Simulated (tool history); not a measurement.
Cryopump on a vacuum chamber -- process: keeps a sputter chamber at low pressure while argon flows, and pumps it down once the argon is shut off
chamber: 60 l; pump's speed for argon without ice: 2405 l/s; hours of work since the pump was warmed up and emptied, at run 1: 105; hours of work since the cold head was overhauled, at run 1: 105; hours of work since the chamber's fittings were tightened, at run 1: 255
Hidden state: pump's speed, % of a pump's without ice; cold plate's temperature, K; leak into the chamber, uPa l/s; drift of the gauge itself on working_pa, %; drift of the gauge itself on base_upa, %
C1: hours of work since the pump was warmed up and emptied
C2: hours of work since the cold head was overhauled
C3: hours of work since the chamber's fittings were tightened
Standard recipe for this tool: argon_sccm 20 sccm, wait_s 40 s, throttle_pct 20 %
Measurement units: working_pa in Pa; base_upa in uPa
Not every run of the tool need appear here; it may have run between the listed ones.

Run 1, hour 0: usual settings; C1 105; C2 105; C3 255. Result: working_pa 0.0708 Pa, base_upa 1.22 uPa.
Run 2, hour 14.3: usual settings; C1 112; C2 112; C3 263. Result: working_pa 0.0708 Pa, base_upa 1.25 uPa.
Run 3, hour 31.5: usual settings; C1 121; C2 121; C3 271. Result: working_pa 0.0707 Pa, base_upa 1.25 uPa.
Run 4, hour 43.5: usual settings; C1 127; C2 127; C3 277. Result: working_pa 0.0705 Pa, base_upa 1.22 uPa.
Run 5, hour 57.7: usual settings but throttle_pct 44 %; C1 134; C2 134; C3 285. Result: working_pa 0.0323 Pa, base_upa 1.24 uPa.
Run 6, hour 75.3: usual settings but throttle_pct 44 %; C1 143; C2 143; C3 293. Result: working_pa 0.0324 Pa, base_upa 1.25 uPa.
Run 7, hour 83.7: usual settings but wait_s 61 s; C1 148; C2 148; C3 298. Result: working_pa 0.0709 Pa, base_upa 0.95 uPa.
Run 8, hour 97.8: usual settings but wait_s 61 s; C1 155; C2 155; C3 305. Result: working_pa 0.0706 Pa, base_upa 0.9 uPa.
Run 9, hour 109.3: usual settings but wait_s 61 s; C1 160; C2 160; C3 311. Result: working_pa 0.0696 Pa, base_upa 0.97 uPa.
Run 10, hour 120.3: usual settings but wait_s 61 s; C1 166; C2 166; C3 316. Result: working_pa 0.071 Pa, base_upa 0.89 uPa.
Run 11, hour 133.8: usual settings but wait_s 61 s; C1 173; C2 173; C3 323. Result: working_pa 0.0714 Pa, base_upa 0.94 uPa.
Run 12, hour 151.6: usual settings but wait_s 61 s; C1 182; C2 182; C3 332. Result: working_pa 0.0708 Pa, base_upa 0.94 uPa.
Run 13, hour 163.9: usual settings but wait_s 61 s; C1 188; C2 188; C3 338. Result: working_pa 0.0706 Pa, base_upa 0.92 uPa.
Run 14, hour 181.9: usual settings but wait_s 87 s; C1 197; C2 197; C3 347. Result: working_pa 0.07 Pa, base_upa 0.73 uPa.
Run 15, hour 194.8: usual settings but wait_s 87 s; C1 204; C2 204; C3 354. Result: working_pa 0.0717 Pa, base_upa 0.72 uPa.
Run 16, hour 203.5: usual settings but wait_s 43 s; C1 208; C2 208; C3 358. Result: working_pa 0.0712 Pa, base_upa 1.25 uPa.
Run 17, hour 212.5: usual settings but wait_s 43 s; C1 213; C2 213; C3 363. Result: working_pa 0.0713 Pa, base_upa 1.23 uPa.
Run 18, hour 221.1: usual settings but argon_sccm 12 sccm, wait_s 43 s, throttle_pct 17 %; C1 217; C2 217; C3 367. Result: working_pa 0.0499 Pa, base_upa 1.17 uPa.
Run 19, hour 232.2: usual settings but argon_sccm 35 sccm, wait_s 77 s; C1 223; C2 223; C3 373. Result: working_pa 0.1244 Pa, base_upa 0.82 uPa.
Run 20, hour 240.1: usual settings but argon_sccm 10 sccm, wait_s 219 s; C1 227; C2 227; C3 377. Result: working_pa 0.0353 Pa, base_upa 0.44 uPa.
Run 21, hour 258.4: usual settings but argon_sccm 10 sccm, wait_s 219 s, throttle_pct 21 %; C1 236; C2 236; C3 386. Result: working_pa 0.0339 Pa, base_upa 0.46 uPa.
Run 22, hour 269.1: usual settings but argon_sccm 19 sccm, wait_s 119 s; C1 241; C2 241; C3 392. Result: working_pa 0.0678 Pa, base_upa 0.65 uPa.
Run 23, hour 283.9: usual settings but argon_sccm 27 sccm, wait_s 81 s, throttle_pct 28 %; C1 249; C2 249; C3 399. Result: working_pa 0.0686 Pa, base_upa 0.77 uPa.
Run 24, hour 298.4: usual settings but argon_sccm 23 sccm, wait_s 39 s, throttle_pct 32 %; C1 256; C2 256; C3 406. Result: working_pa 0.0513 Pa, base_upa 1.3 uPa.
Run 25, hour 310.9: usual settings but argon_sccm 18 sccm, throttle_pct 23 %; C1 263; C2 263; C3 413. Result: working_pa 0.055 Pa, base_upa 1.31 uPa.
Run 26, hour 324.3: usual settings but argon_sccm 11 sccm, wait_s 72 s; C1 269; C2 269; C3 420. Result: working_pa 0.0393 Pa, base_upa 0.91 uPa.
Run 27, hour 340.5: usual settings but argon_sccm 11 sccm, wait_s 180 s, throttle_pct 17 %; C1 278; C2 278; C3 428. Result: working_pa 0.0459 Pa, base_upa 0.54 uPa.
Run 28, hour 357.7: usual settings but argon_sccm 16 sccm, wait_s 154 s, throttle_pct 17 %; C1 286; C2 286; C3 437. Result: working_pa 0.0669 Pa, base_upa 0.58 uPa.
Run 29, hour 370.4: usual settings but argon_sccm 17 sccm, wait_s 52 s, throttle_pct 31 %; C1 293; C2 293; C3 443. Result: working_pa 0.0388 Pa, base_upa 1.1 uPa.
Run 30, hour 378.7: usual settings but argon_sccm 31 sccm, throttle_pct 39 %; C1 297; C2 297; C3 447. Result: working_pa 0.0574 Pa, base_upa 1.37 uPa.
Run 31, hour 392.6: usual settings but argon_sccm 31 sccm, throttle_pct 39 %; C1 304; C2 304; C3 454. Result: working_pa 0.0579 Pa, base_upa 1.31 uPa.
Run 32, hour 410.8: usual settings but wait_s 56 s, throttle_pct 29 %; C1 313; C2 313; C3 463. Result: working_pa 0.0496 Pa, base_upa 1.04 uPa.
Run 33, hour 420.6: usual settings but wait_s 56 s, throttle_pct 29 %; C1 318; C2 318; C3 468. Result: working_pa 0.0488 Pa, base_upa 1.06 uPa.
Run 34, hour 431.2: usual settings but wait_s 56 s, throttle_pct 29 %; C1 323; C2 323; C3 474. Result: working_pa 0.0497 Pa, base_upa 1.03 uPa.

Selected run-to-run steps in working_pa, each split into two signed amounts: the part the tool would show with no hidden state at all (from settings, incoming material and random variation), and the remainder, which goes to the hidden state together with any gauge scatter not common to the measured and the hidden-state-free results:
Run 6 -> 7: wait_s 40 -> 61, throttle_pct 44 -> 20. working_pa +0.0385 Pa: hidden state +0.0001, all else +0.0384.
Run 18 -> 19: argon_sccm 12 -> 35, wait_s 43 -> 77, throttle_pct 17 -> 20. working_pa +0.0745 Pa: hidden state +0.0008, all else +0.0737.
Run 19 -> 20: argon_sccm 35 -> 10, wait_s 77 -> 219. working_pa -0.0891 Pa: hidden state -0.0009, all else -0.0882.
Run 29 -> 30: argon_sccm 17 -> 31, wait_s 52 -> 40, throttle_pct 31 -> 39. working_pa +0.0186 Pa: hidden state +0.0007, all else +0.0179.

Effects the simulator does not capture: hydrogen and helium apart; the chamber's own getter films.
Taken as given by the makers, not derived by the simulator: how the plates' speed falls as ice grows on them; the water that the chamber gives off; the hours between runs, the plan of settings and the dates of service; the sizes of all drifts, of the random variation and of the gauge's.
